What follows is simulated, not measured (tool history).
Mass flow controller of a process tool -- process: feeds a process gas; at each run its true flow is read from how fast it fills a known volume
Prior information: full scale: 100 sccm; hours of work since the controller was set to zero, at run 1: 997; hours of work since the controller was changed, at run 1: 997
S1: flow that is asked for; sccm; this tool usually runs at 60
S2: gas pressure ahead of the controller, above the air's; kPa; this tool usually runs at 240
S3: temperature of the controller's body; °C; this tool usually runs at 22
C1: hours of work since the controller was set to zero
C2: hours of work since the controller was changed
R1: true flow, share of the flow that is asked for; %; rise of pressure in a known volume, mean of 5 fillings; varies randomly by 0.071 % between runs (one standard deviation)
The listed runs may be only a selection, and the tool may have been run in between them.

{"run": 1, "hour": 0.0, "S1": 60, "S2": 240, "S3": 22, "C1": 997, "C2": 997, "R1": 100.81}
{"run": 2, "hour": 96.3, "S1": 60, "S2": 155, "S3": 22, "C1": 1060, "C2": 1060, "R1": 100.26}
{"run": 3, "hour": 181.7, "S1": 60, "S2": 155, "S3": 22, "C1": 1116, "C2": 1116, "R1": 100.37}
{"run": 4, "hour": 269.3, "S1": 60, "S2": 155, "S3": 22, "C1": 1173, "C2": 1173, "R1": 100.33}
{"run": 5, "hour": 336.9, "S1": 60, "S2": 159, "S3": 22, "C1": 1217, "C2": 1217, "R1": 100.37}
{"run": 6, "hour": 428.4, "S1": 60, "S2": 159, "S3": 22, "C1": 1277, "C2": 1277, "R1": 100.47}
{"run": 7, "hour": 526.5, "S1": 60, "S2": 240, "S3": 22, "C1": 1341, "C2": 1341, "R1": 100.84}
{"run": 8, "hour": 581.3, "S1": 14, "S2": 240, "S3": 22, "C1": 1377, "C2": 1377, "R1": 101.54}
{"run": 9, "hour": 679.1, "S1": 60, "S2": 240, "S3": 22, "C1": 1440, "C2": 1440, "R1": 100.95}
{"run": 10, "hour": 777.5, "S1": 60, "S2": 240, "S3": 22, "C1": 1505, "C2": 1505, "R1": 100.87}
{"run": 11, "hour": 845.4, "S1": 60, "S2": 262, "S3": 22, "C1": 1549, "C2": 1549, "R1": 101.01}
{"run": 12, "hour": 913.7, "S1": 60, "S2": 182, "S3": 32, "C1": 1593, "C2": 1593, "R1": 99.74}
{"run": 13, "hour": 988.6, "S1": 14, "S2": 146, "S3": 22, "C1": 1642, "C2": 1642, "R1": 101.48}
{"run": 14, "hour": 1040.4, "S1": 26, "S2": 164, "S3": 22, "C1": 1676, "C2": 1676, "R1": 100.91}
{"run": 15, "hour": 1110.7, "S1": 95, "S2": 240, "S3": 29, "C1": 1722, "C2": 1722, "R1": 100.71}
{"run": 16, "hour": 1194.7, "S1": 95, "S2": 240, "S3": 29, "C1": 1777, "C2": 1777, "R1": 100.73}
{"run": 17, "hour": 1251.4, "S1": 17, "S2": 240, "S3": 37, "C1": 1814, "C2": 1814, "R1": 100.35}
{"run": 18, "hour": 1325.7, "S1": 17, "S2": 240, "S3": 37, "C1": 1862, "C2": 1862, "R1": 100.47}
{"run": 19, "hour": 1410.0, "S1": 67, "S2": 153, "S3": 24, "C1": 1917, "C2": 1917, "R1": 100.53}
{"run": 20, "hour": 1450.6, "S1": 60, "S2": 193, "S3": 37, "C1": 1944, "C2": 1944, "R1": 99.42}

Below, each run's measurement less what the same run would have read without the hidden state. Both values contain the same run-to-run variation, but the gauge's scatter may not be the same in both:
Hidden state present: flow at rest that the sensor doesn't see, % of full scale; true flow over the shown one, %; drift of the gauge itself on true_pct, %.
run=1 R1=+0.77
run=2 R1=+0.81
run=3 R1=+0.83
run=4 R1=+0.87
run=5 R1=+0.9
run=6 R1=+0.94
run=7 R1=+0.97
run=8 R1=+2.36
run=9 R1=+1.03
run=10 R1=+1.08
run=11 R1=+1.1
run=12 R1=+1.13
run=13 R1=+2.79
run=14 R1=+1.84
run=15 R1=+1.01
run=16 R1=+1.03
run=17 R1=+2.65
run=18 R1=+2.71
run=19 R1=+1.26
run=20 R1=+1.33
